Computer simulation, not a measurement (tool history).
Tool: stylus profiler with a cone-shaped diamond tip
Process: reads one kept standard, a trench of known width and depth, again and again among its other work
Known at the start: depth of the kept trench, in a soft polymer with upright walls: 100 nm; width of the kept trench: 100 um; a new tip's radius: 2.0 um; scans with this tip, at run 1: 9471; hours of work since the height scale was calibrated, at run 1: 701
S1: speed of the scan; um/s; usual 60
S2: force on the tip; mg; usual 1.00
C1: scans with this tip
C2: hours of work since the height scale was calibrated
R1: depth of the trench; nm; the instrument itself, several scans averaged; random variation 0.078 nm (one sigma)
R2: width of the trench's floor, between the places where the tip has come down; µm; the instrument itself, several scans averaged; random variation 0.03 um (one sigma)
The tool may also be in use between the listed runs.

{"run": 1, "hour": 0.0, "S1": 60, "S2": 1.0, "C1": 9471, "C2": 701, "R1": 100.18, "R2": 97.66}
{"run": 2, "hour": 69.8, "S1": 60, "S2": 1.0, "C1": 9904, "C2": 733, "R1": 100.23, "R2": 97.63}
{"run": 3, "hour": 120.6, "S1": 60, "S2": 0.39, "C1": 10218, "C2": 756, "R1": 100.11, "R2": 97.46}
{"run": 4, "hour": 179.0, "S1": 60, "S2": 0.44, "C1": 10580, "C2": 783, "R1": 99.99, "R2": 97.46}
{"run": 5, "hour": 212.3, "S1": 60, "S2": 0.44, "C1": 10786, "C2": 798, "R1": 100.04, "R2": 97.46}
{"run": 6, "hour": 278.8, "S1": 60, "S2": 0.51, "C1": 11198, "C2": 829, "R1": 100.09, "R2": 97.43}
{"run": 7, "hour": 350.0, "S1": 60, "S2": 0.51, "C1": 11639, "C2": 861, "R1": 100.09, "R2": 97.4}
{"run": 8, "hour": 415.5, "S1": 60, "S2": 0.51, "C1": 12045, "C2": 891, "R1": 100.08, "R2": 97.42}
{"run": 9, "hour": 477.3, "S1": 60, "S2": 0.51, "C1": 12427, "C2": 920, "R1": 100.07, "R2": 97.42}
{"run": 10, "hour": 517.3, "S1": 60, "S2": 0.51, "C1": 12675, "C2": 938, "R1": 100.07, "R2": 97.38}
{"run": 11, "hour": 589.3, "S1": 217, "S2": 1.0, "C1": 13121, "C2": 971, "R1": 100.12, "R2": 96.57}
{"run": 12, "hour": 650.8, "S1": 217, "S2": 1.0, "C1": 13502, "C2": 999, "R1": 100.22, "R2": 96.51}
{"run": 13, "hour": 709.5, "S1": 217, "S2": 1.0, "C1": 13865, "C2": 1026, "R1": 100.19, "R2": 96.49}
{"run": 14, "hour": 771.8, "S1": 86, "S2": 1.0, "C1": 14251, "C2": 1055, "R1": 100.13, "R2": 97.23}
{"run": 15, "hour": 846.4, "S1": 121, "S2": 1.0, "C1": 14713, "C2": 1089, "R1": 100.2, "R2": 97.06}
{"run": 16, "hour": 879.0, "S1": 121, "S2": 1.0, "C1": 14915, "C2": 1104, "R1": 100.14, "R2": 97.02}
{"hour": 886.9, "done": "height scale calibrated on a step standard"}
{"run": 17, "hour": 912.7, "S1": 121, "S2": 1.0, "C1": 15121, "C2": 12, "R1": 99.9, "R2": 97.0}
{"run": 18, "hour": 949.4, "S1": 108, "S2": 1.0, "C1": 15348, "C2": 29, "R1": 100.02, "R2": 97.11}
{"hour": 964.6, "done": "new tip fitted, height scale calibrated"}
{"run": 19, "hour": 1016.3, "S1": 17, "S2": 1.36, "C1": 321, "C2": 24, "R1": 100.52, "R2": 98.62}
{"run": 20, "hour": 1064.7, "S1": 17, "S2": 1.36, "C1": 620, "C2": 46, "R1": 100.51, "R2": 98.61}
{"run": 21, "hour": 1140.7, "S1": 75, "S2": 1.36, "C1": 1091, "C2": 81, "R1": 100.4, "R2": 98.26}
{"run": 22, "hour": 1183.1, "S1": 75, "S2": 1.36, "C1": 1354, "C2": 100, "R1": 100.49, "R2": 98.25}
{"hour": 1195.1, "done": "height scale calibrated on a step standard, once more"}
{"run": 23, "hour": 1239.7, "S1": 75, "S2": 1.36, "C1": 1701, "C2": 20, "R1": 100.54, "R2": 98.23}
{"run": 24, "hour": 1305.5, "S1": 73, "S2": 1.28, "C1": 2109, "C2": 51, "R1": 100.26, "R2": 98.22}
{"run": 25, "hour": 1340.1, "S1": 60, "S2": 0.65, "C1": 2323, "C2": 66, "R1": 100.28, "R2": 98.12}
{"run": 26, "hour": 1410.5, "S1": 60, "S2": 0.66, "C1": 2759, "C2": 99, "R1": 100.23, "R2": 98.06}
{"run": 27, "hour": 1480.4, "S1": 123, "S2": 1.89, "C1": 3192, "C2": 131, "R1": 100.62, "R2": 98.0}
{"run": 28, "hour": 1519.1, "S1": 44, "S2": 1.27, "C1": 3431, "C2": 148, "R1": 100.42, "R2": 98.26}
{"run": 29, "hour": 1579.2, "S1": 110, "S2": 0.34, "C1": 3804, "C2": 176, "R1": 100.05, "R2": 97.24}
{"run": 30, "hour": 1618.4, "S1": 25, "S2": 0.61, "C1": 4046, "C2": 194, "R1": 100.21, "R2": 98.24}
{"run": 31, "hour": 1659.9, "S1": 60, "S2": 1.07, "C1": 4303, "C2": 213, "R1": 100.39, "R2": 98.1}
{"run": 32, "hour": 1709.7, "S1": 141, "S2": 1.06, "C1": 4612, "C2": 236, "R1": 100.3, "R2": 97.56}
{"run": 33, "hour": 1741.6, "S1": 22, "S2": 1.58, "C1": 4809, "C2": 250, "R1": 100.42, "R2": 98.33}
{"run": 34, "hour": 1812.3, "S1": 17, "S2": 0.7, "C1": 5247, "C2": 283, "R1": 100.15, "R2": 98.22}
{"run": 35, "hour": 1850.8, "S1": 31, "S2": 2.53, "C1": 5486, "C2": 300, "R1": 100.71, "R2": 98.24}

Forecast each of these 4 alternatives for the next run:
{"run": "A", "hour": 1919.2, "S1": 233, "S2": 1.54, "C1": 5909, "C2": 332, "R1": "?", "R2": "?"}
{"run": "B", "hour": 1919.2, "S1": 73, "S2": 2.53, "C1": 5909, "C2": 332, "R1": "?", "R2": "?"}
{"run": "C", "hour": 1919.2, "S1": 31, "S2": 0.63, "C1": 5909, "C2": 332, "R1": "?", "R2": "?"}
{"run": "D", "hour": 1919.2, "S1": 90, "S2": 1.41, "C1": 5909, "C2": 332, "R1": "?", "R2": "?"}

run=A R1=100.42 R2=97.17
run=B R1=100.53 R2=97.96
run=C R1=100.08 R2=98.09
run=D R1=100.39 R2=97.83
Without the tool's hidden state the same runs would have given:
run=A R1=100.57 R2=97.61
run=B R1=100.68 R2=98.40
run=C R1=100.23 R2=98.53
run=D R1=100.54 R2=98.26

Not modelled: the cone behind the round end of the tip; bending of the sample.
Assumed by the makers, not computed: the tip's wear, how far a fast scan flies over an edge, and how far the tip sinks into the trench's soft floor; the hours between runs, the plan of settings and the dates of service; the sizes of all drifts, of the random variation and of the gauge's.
